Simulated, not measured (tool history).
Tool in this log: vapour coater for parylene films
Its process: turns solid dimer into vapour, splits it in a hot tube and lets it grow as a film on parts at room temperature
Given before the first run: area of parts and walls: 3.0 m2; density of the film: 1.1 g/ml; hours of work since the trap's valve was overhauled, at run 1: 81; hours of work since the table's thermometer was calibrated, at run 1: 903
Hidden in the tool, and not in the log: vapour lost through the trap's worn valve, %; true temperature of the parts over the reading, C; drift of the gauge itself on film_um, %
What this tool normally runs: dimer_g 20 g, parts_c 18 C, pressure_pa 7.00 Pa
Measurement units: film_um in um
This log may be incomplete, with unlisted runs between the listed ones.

run,hour,dimer_g,parts_c,pressure_pa,hours of work since the trap's valve was overhauled,hours of work since the table's thermometer was calibrated,film_um
1,0.0,20,18,7.00,81,903,3.83
2,35.0,20,18,7.00,106,928,3.79
3,75.2,20,18,7.00,135,957,3.75
4,123.3,20,18,7.00,170,992,3.63
5,147.3,20,18,7.00,188,1010,3.61
6,177.3,20,18,7.00,209,1031,3.51
7,198.9,20,18,7.00,225,1047,3.54
8,226.0,20,18,7.00,245,1067,3.43
# hour 234.4: trap's valve overhauled
9,274.0,28,14,2.89,29,1099,6.06
10,312.6,14,18,11.26,57,1127,1.99
# hour 341.5: trap's valve overhauled, once more
11,342.4,27,18,6.14,1,1145,5.64
12,376.7,27,18,6.14,26,1170,5.49
13,408.8,24,29,5.00,49,1194,2.95
14,443.5,14,24,7.00,74,1219,2.06
15,473.5,14,24,7.00,96,1241,2.04

Branching from run 15: 5 alternative next runs. What would each branch give?
A,513.4,17,12,7.00,125,1270,?
B,513.4,22,11,2.97,125,1270,?
C,513.4,9,12,4.89,125,1270,?
D,513.4,11,18,11.66,125,1270,?
E,513.4,14,11,6.75,125,1270,?

run,film_um
A,4.37
B,6.07
C,2.44
D,1.95
E,3.76
With no hidden state in the tool, these same runs would have given:
run,film_um
A,4.64
B,6.58
C,2.59
D,2.07
E,3.99

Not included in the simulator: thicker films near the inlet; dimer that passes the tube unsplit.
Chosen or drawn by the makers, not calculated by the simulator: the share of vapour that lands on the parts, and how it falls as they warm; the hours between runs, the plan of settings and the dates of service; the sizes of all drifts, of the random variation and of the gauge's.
